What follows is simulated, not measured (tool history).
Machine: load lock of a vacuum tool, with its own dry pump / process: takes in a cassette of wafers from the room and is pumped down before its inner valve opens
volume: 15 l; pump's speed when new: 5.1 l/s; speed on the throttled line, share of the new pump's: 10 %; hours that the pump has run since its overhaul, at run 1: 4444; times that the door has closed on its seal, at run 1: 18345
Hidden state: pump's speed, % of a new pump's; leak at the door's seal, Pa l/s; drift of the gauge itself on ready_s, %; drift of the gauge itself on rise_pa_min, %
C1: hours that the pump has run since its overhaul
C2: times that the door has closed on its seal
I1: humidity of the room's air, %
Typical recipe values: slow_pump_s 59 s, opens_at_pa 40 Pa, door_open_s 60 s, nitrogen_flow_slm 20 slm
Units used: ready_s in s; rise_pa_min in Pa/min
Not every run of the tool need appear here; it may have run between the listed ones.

{"run": 1, "hour": 0.0, "slow_pump_s": 59, "opens_at_pa": 40, "door_open_s": 60, "nitrogen_flow_slm": 20, "C1": 4444, "C2": 18345, "I1": 44.5, "ready_s": 77.5, "rise_pa_min": 0.308}
{"run": 2, "hour": 60.7, "slow_pump_s": 59, "opens_at_pa": 40, "door_open_s": 60, "nitrogen_flow_slm": 20, "C1": 4505, "C2": 18486, "I1": 46.7, "ready_s": 76.6, "rise_pa_min": 0.311}
{"run": 3, "hour": 163.3, "slow_pump_s": 59, "opens_at_pa": 40, "door_open_s": 60, "nitrogen_flow_slm": 20, "C1": 4607, "C2": 18725, "I1": 44.0, "ready_s": 77.0, "rise_pa_min": 0.313}
{"run": 4, "hour": 295.7, "slow_pump_s": 59, "opens_at_pa": 40, "door_open_s": 60, "nitrogen_flow_slm": 20, "C1": 4740, "C2": 19032, "I1": 44.2, "ready_s": 77.7, "rise_pa_min": 0.32}
{"run": 5, "hour": 405.3, "slow_pump_s": 97, "opens_at_pa": 40, "door_open_s": 60, "nitrogen_flow_slm": 20, "C1": 4849, "C2": 19286, "I1": 47.7, "ready_s": 111.7, "rise_pa_min": 0.332}
{"run": 6, "hour": 494.8, "slow_pump_s": 59, "opens_at_pa": 40, "door_open_s": 60, "nitrogen_flow_slm": 20, "C1": 4939, "C2": 19494, "I1": 43.2, "ready_s": 78.2, "rise_pa_min": 0.33}
{"run": 7, "hour": 571.4, "slow_pump_s": 59, "opens_at_pa": 40, "door_open_s": 60, "nitrogen_flow_slm": 20, "C1": 5015, "C2": 19672, "I1": 45.8, "ready_s": 77.5, "rise_pa_min": 0.334}
{"run": 8, "hour": 705.3, "slow_pump_s": 59, "opens_at_pa": 40, "door_open_s": 60, "nitrogen_flow_slm": 20, "C1": 5149, "C2": 19983, "I1": 48.2, "ready_s": 77.6, "rise_pa_min": 0.347}
{"run": 9, "hour": 818.4, "slow_pump_s": 59, "opens_at_pa": 40, "door_open_s": 60, "nitrogen_flow_slm": 20, "C1": 5262, "C2": 20245, "I1": 45.9, "ready_s": 77.6, "rise_pa_min": 0.356}
{"run": 10, "hour": 895.4, "slow_pump_s": 59, "opens_at_pa": 40, "door_open_s": 94, "nitrogen_flow_slm": 20, "C1": 5339, "C2": 20424, "I1": 45.9, "ready_s": 77.7, "rise_pa_min": 0.369}
{"run": 11, "hour": 1026.7, "slow_pump_s": 59, "opens_at_pa": 40, "door_open_s": 94, "nitrogen_flow_slm": 20, "C1": 5471, "C2": 20729, "I1": 45.0, "ready_s": 77.5, "rise_pa_min": 0.376}
{"run": 12, "hour": 1149.0, "slow_pump_s": 59, "opens_at_pa": 40, "door_open_s": 94, "nitrogen_flow_slm": 20, "C1": 5593, "C2": 21013, "I1": 48.9, "ready_s": 77.5, "rise_pa_min": 0.385}
{"run": 13, "hour": 1234.0, "slow_pump_s": 32, "opens_at_pa": 40, "door_open_s": 60, "nitrogen_flow_slm": 24, "C1": 5678, "C2": 21210, "I1": 42.9, "ready_s": 53.4, "rise_pa_min": 0.361}
{"run": 14, "hour": 1298.3, "slow_pump_s": 55, "opens_at_pa": 40, "door_open_s": 60, "nitrogen_flow_slm": 7, "C1": 5742, "C2": 21359, "I1": 48.5, "ready_s": 73.7, "rise_pa_min": 0.408}
{"run": 15, "hour": 1370.0, "slow_pump_s": 104, "opens_at_pa": 55, "door_open_s": 26, "nitrogen_flow_slm": 34, "C1": 5814, "C2": 21526, "I1": 47.3, "ready_s": 117.3, "rise_pa_min": 0.361}
{"run": 16, "hour": 1487.4, "slow_pump_s": 59, "opens_at_pa": 42, "door_open_s": 60, "nitrogen_flow_slm": 42, "C1": 5931, "C2": 21798, "I1": 46.0, "ready_s": 77.6, "rise_pa_min": 0.369}
{"run": 17, "hour": 1591.0, "slow_pump_s": 82, "opens_at_pa": 59, "door_open_s": 46, "nitrogen_flow_slm": 4, "C1": 6035, "C2": 22039, "I1": 45.7, "ready_s": 96.9, "rise_pa_min": 0.418}
{"run": 18, "hour": 1718.4, "slow_pump_s": 78, "opens_at_pa": 34, "door_open_s": 66, "nitrogen_flow_slm": 19, "C1": 6162, "C2": 22335, "I1": 41.5, "ready_s": 95.5, "rise_pa_min": 0.412}
{"run": 19, "hour": 1806.9, "slow_pump_s": 78, "opens_at_pa": 34, "door_open_s": 66, "nitrogen_flow_slm": 19, "C1": 6251, "C2": 22540, "I1": 42.7, "ready_s": 95.3, "rise_pa_min": 0.409}
{"run": 20, "hour": 1898.7, "slow_pump_s": 59, "opens_at_pa": 30, "door_open_s": 60, "nitrogen_flow_slm": 20, "C1": 6343, "C2": 22753, "I1": 46.2, "ready_s": 79.2, "rise_pa_min": 0.421}
{"run": 21, "hour": 2002.0, "slow_pump_s": 59, "opens_at_pa": 30, "door_open_s": 60, "nitrogen_flow_slm": 20, "C1": 6446, "C2": 22993, "I1": 44.7, "ready_s": 78.6, "rise_pa_min": 0.418}
{"run": 22, "hour": 2081.0, "slow_pump_s": 59, "opens_at_pa": 42, "door_open_s": 60, "nitrogen_flow_slm": 20, "C1": 6525, "C2": 23176, "I1": 45.1, "ready_s": 77.1, "rise_pa_min": 0.419}

5 options for the next run, each taken on its own from the tool as it stands now. Forecast them:
{"run": "A", "hour": 2211.2, "slow_pump_s": 39, "opens_at_pa": 39, "door_open_s": 60, "nitrogen_flow_slm": 9, "C1": 6655, "C2": 23478, "I1": 47.5, "ready_s": "?", "rise_pa_min": "?"}
{"run": "B", "hour": 2211.2, "slow_pump_s": 59, "opens_at_pa": 37, "door_open_s": 60, "nitrogen_flow_slm": 20, "C1": 6655, "C2": 23478, "I1": 44.1, "ready_s": "?", "rise_pa_min": "?"}
{"run": "C", "hour": 2211.2, "slow_pump_s": 59, "opens_at_pa": 40, "door_open_s": 203, "nitrogen_flow_slm": 31, "C1": 6655, "C2": 23478, "I1": 46.4, "ready_s": "?", "rise_pa_min": "?"}
{"run": "D", "hour": 2211.2, "slow_pump_s": 30, "opens_at_pa": 46, "door_open_s": 60, "nitrogen_flow_slm": 33, "C1": 6655, "C2": 23478, "I1": 44.8, "ready_s": "?", "rise_pa_min": "?"}
{"run": "E", "hour": 2211.2, "slow_pump_s": 59, "opens_at_pa": 54, "door_open_s": 26, "nitrogen_flow_slm": 20, "C1": 6655, "C2": 23478, "I1": 48.7, "ready_s": "?", "rise_pa_min": "?"}

run=A ready_s=60.0 rise_pa_min=0.470
run=B ready_s=77.5 rise_pa_min=0.431
run=C ready_s=77.6 rise_pa_min=0.457
run=D ready_s=51.0 rise_pa_min=0.412
run=E ready_s=76.1 rise_pa_min=0.421
Without the tool's hidden state the same runs would have given:
run=A ready_s=58.5 rise_pa_min=0.105
run=B ready_s=76.1 rise_pa_min=0.078
run=C ready_s=76.3 rise_pa_min=0.099
run=D ready_s=49.6 rise_pa_min=0.058
run=E ready_s=74.9 rise_pa_min=0.063
